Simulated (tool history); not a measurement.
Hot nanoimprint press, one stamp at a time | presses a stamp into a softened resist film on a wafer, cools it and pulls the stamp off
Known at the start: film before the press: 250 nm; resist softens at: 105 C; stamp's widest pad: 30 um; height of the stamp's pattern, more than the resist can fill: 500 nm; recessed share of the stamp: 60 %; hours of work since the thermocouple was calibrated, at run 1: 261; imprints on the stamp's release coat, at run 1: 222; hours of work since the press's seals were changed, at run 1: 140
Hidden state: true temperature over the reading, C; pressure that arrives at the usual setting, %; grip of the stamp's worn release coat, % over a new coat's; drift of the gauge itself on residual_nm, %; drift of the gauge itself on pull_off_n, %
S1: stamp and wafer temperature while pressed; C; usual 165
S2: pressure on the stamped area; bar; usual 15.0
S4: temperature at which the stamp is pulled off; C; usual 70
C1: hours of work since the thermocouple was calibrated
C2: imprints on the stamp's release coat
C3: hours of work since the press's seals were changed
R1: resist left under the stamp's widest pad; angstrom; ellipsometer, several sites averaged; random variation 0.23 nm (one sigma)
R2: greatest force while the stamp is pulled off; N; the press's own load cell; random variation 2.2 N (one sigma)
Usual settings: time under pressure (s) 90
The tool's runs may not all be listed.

Run 1, hour 0.0: usual settings; C1 261; C2 222; C3 140. Result: R1 1412 angstrom, R2 211 N.
Run 2, hour 8.3: usual settings; C1 264; C2 246; C3 143. Result: R1 1412 angstrom, R2 214 N.
Run 3, hour 13.6: usual settings; C1 266; C2 262; C3 145. Result: R1 1409 angstrom, R2 214 N.
Run 4, hour 21.7: usual settings; C1 269; C2 286; C3 149. Result: R1 1408 angstrom, R2 215 N.
Run 5, hour 32.3: usual settings; C1 274; C2 317; C3 153. Result: R1 1408 angstrom, R2 214 N.
Run 6, hour 39.9: usual settings but S2 14.9 bar; C1 277; C2 340; C3 156. Result: R1 1414 angstrom, R2 216 N.
Run 7, hour 48.3: usual settings but S2 9.5 bar; C1 280; C2 365; C3 159. Result: R1 1727 angstrom, R2 218 N.
Run 8, hour 55.3: usual settings but S2 9.5 bar; C1 283; C2 385; C3 162. Result: R1 1723 angstrom, R2 218 N.
Run 9, hour 66.4: usual settings but S2 9.5 bar; C1 287; C2 418; C3 167. Result: R1 1721 angstrom, R2 222 N.
Run 10, hour 73.6: usual settings but S2 9.5 bar; C1 290; C2 439; C3 169. Result: R1 1722 angstrom, R2 220 N.
Run 11, hour 80.9: usual settings; C1 293; C2 461; C3 172. Result: R1 1406 angstrom, R2 224 N.
Run 12, hour 86.4: usual settings; C1 295; C2 477; C3 175. Result: R1 1412 angstrom, R2 220 N.
Run 13, hour 98.1: usual settings; C1 300; C2 512; C3 179. Result: R1 1410 angstrom, R2 222 N.
Run 14, hour 108.2: usual settings but S2 11.1 bar; C1 304; C2 542; C3 183. Result: R1 1619 angstrom, R2 225 N.
Run 15, hour 115.3: usual settings but S2 11.1 bar; C1 307; C2 563; C3 186. Result: R1 1616 angstrom, R2 226 N.
Run 16, hour 123.3: usual settings but S2 11.1 bar; C1 310; C2 587; C3 189. Result: R1 1616 angstrom, R2 225 N.
Run 17, hour 128.5: usual settings but S2 11.1 bar, S4 64 C; C1 312; C2 602; C3 191. Result: R1 1616 angstrom, R2 249 N.
Run 18, hour 135.2: usual settings but S2 11.1 bar, S4 64 C; C1 315; C2 622; C3 194. Result: R1 1615 angstrom, R2 254 N.
Run 19, hour 144.2: usual settings but S1 154 C, S2 11.1 bar, S4 67 C; C1 319; C2 648; C3 198. Result: R1 2251 angstrom, R2 239 N.
Run 20, hour 149.7: usual settings but S1 170 C, S2 11.1 bar, time under pressure (s) 58, S4 67 C; C1 321; C2 665; C3 200. Result: R1 1481 angstrom, R2 238 N.
Run 21, hour 160.4: usual settings but S1 163 C, S2 19.8 bar, time under pressure (s) 73, S4 75 C; C1 325; C2 696; C3 204. Result: R1 1431 angstrom, R2 214 N.
Run 22, hour 169.5: usual settings but S1 163 C, S2 19.8 bar, time under pressure (s) 73, S4 75 C; C1 329; C2 723; C3 208. Result: R1 1434 angstrom, R2 210 N.
Run 23, hour 179.5: usual settings but S1 163 C, S2 19.8 bar, time under pressure (s) 73, S4 75 C; C1 333; C2 753; C3 212. Result: R1 1431 angstrom, R2 212 N.
Run 24, hour 186.0: usual settings but S1 163 C, S2 19.8 bar, time under pressure (s) 73, S4 75 C; C1 335; C2 772; C3 215. Result: R1 1434 angstrom, R2 214 N.
Run 25, hour 193.7: usual settings but S1 163 C, S2 19.8 bar, time under pressure (s) 63, S4 73 C; C1 338; C2 795; C3 218. Result: R1 1493 angstrom, R2 223 N.
Run 26, hour 203.2: usual settings but S1 171 C, S2 20.1 bar, time under pressure (s) 63, S4 73 C; C1 342; C2 823; C3 221. Result: R1 1008 angstrom, R2 225 N.
Run 27, hour 212.2: usual settings but S1 162 C, time under pressure (s) 51, S4 77 C; C1 346; C2 850; C3 225. Result: R1 1828 angstrom, R2 208 N.
Run 28, hour 217.9: usual settings but time under pressure (s) 75, S4 76 C; C1 348; C2 866; C3 227. Result: R1 1478 angstrom, R2 216 N.

Run 29 comes next. What will it give?
Run 29, hour 223.7: usual settings but time under pressure (s) 75, S4 76 C; C1 350; C2 884; C3 230. Result: R1 ?, R2 ?.

Run 29 gave R1 1475 angstrom, R2 211 N.
Without the tool's hidden state the same run would have given R1 1538 angstrom, R2 183 N.
